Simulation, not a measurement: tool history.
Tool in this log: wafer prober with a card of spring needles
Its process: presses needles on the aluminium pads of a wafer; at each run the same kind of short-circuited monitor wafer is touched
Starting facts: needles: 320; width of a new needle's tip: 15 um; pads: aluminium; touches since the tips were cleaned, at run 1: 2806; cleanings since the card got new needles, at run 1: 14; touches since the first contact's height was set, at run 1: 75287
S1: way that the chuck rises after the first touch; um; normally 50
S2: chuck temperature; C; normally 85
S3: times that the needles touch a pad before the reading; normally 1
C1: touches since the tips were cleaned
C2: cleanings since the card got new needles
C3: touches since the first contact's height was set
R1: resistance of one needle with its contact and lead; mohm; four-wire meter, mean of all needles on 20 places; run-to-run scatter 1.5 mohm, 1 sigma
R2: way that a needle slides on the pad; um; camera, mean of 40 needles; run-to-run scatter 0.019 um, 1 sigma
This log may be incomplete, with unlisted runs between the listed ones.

run   hour  S1   S2  S3    C1  C2     C3   R1    R2
  1    0.0  50   85   1  2806  14  75287  138  7.69
       4.0  -- tips cleaned on abrasive film
      12.0  -- height of the first contact set anew
      14.0  -- tips cleaned on abrasive film
      21.8  -- tips cleaned on abrasive film
  2   26.7  50   85   1  2939  17   8730  138  7.66
      30.6  -- tips cleaned on abrasive film
      38.5  -- tips cleaned on abrasive film
      48.2  -- tips cleaned on abrasive film
      57.9  -- tips cleaned on abrasive film
  3   62.5  50   85   1  2739  21  29994  141  7.67
      66.4  -- tips cleaned on abrasive film
      74.3  -- tips cleaned on abrasive film
      82.4  -- tips cleaned on abrasive film
  4   82.4  50   85   1     0  24  41797  139  7.65
      92.2  -- tips cleaned on abrasive film
     101.9  -- tips cleaned on abrasive film
     111.7  -- tips cleaned on abrasive film
  5  118.4  50   85   1  4061  27  63226  136  7.70
     120.4  -- tips cleaned on abrasive film
     130.2  -- tips cleaned on abrasive film
     138.0  -- tips cleaned on abrasive film
     145.9  -- tips cleaned on abrasive film
  6  145.9  50   85   1     0  31  79492  140  7.71
     152.0  -- height of the first contact set anew
     154.0  -- tips cleaned on abrasive film
     163.8  -- tips cleaned on abrasive film
  7  168.9  33   82   2  3053  33  10001  145  5.10
     172.8  -- tips cleaned on abrasive film
     180.6  -- tips cleaned on abrasive film
     190.4  -- tips cleaned on abrasive film
  8  193.1  50  118   1  1673  36  24410  143  7.72
     199.0  -- tips cleaned on abrasive film
     208.8  -- tips cleaned on abrasive film
     218.5  -- tips cleaned on abrasive film
     228.2  -- tips cleaned on abrasive film
     238.0  -- tips cleaned on abrasive film
  9  240.6  50   52   1  1579  41  52621  134  7.72
     246.5  -- tips cleaned on abrasive film
     254.3  -- tips cleaned on abrasive film
     264.0  -- tips cleaned on abrasive film
     273.8  -- tips cleaned on abrasive film
     281.6  -- tips cleaned on abrasive film
 10  282.9  58   77   2   782  46  77717  135  8.94
     290.7  -- tips cleaned on abrasive film
     291.0  -- height of the first contact set anew
     300.7  -- tips cleaned on abrasive film
     310.4  -- tips cleaned on abrasive film
     320.2  -- tips cleaned on abrasive film
 11  320.6  38   32   1   276  50  17644  133  5.85

Some steps in R2 between neighbouring runs. How much of each would the tool show without its hidden state too (settings, what came in, random variation), and how much is left for the hidden state, with any gauge scatter that isn't in both results?
The hidden state here: debris on the tips, nm; way that the needles fall short of the set height, um; tips' diameter, um; drift of the gauge itself on contact_mohm, %; drift of the gauge itself on scrub_um, %.
Run 9 -> 10: S1 50 -> 58, S2 52 -> 77, S3 1 -> 2, tips cleaned on abrasive film, tips cleaned on abrasive film, tips cleaned on abrasive film, tips cleaned on abrasive film, tips cleaned on abrasive film. R2 +1.22 um: hidden state +0.02, all else +1.20.
Run 10 -> 11: S1 58 -> 38, S2 77 -> 32, S3 2 -> 1, tips cleaned on abrasive film, height of the first contact set anew, tips cleaned on abrasive film, tips cleaned on abrasive film, tips cleaned on abrasive film. R2 -3.09 um: hidden state -0.02, all else -3.07.
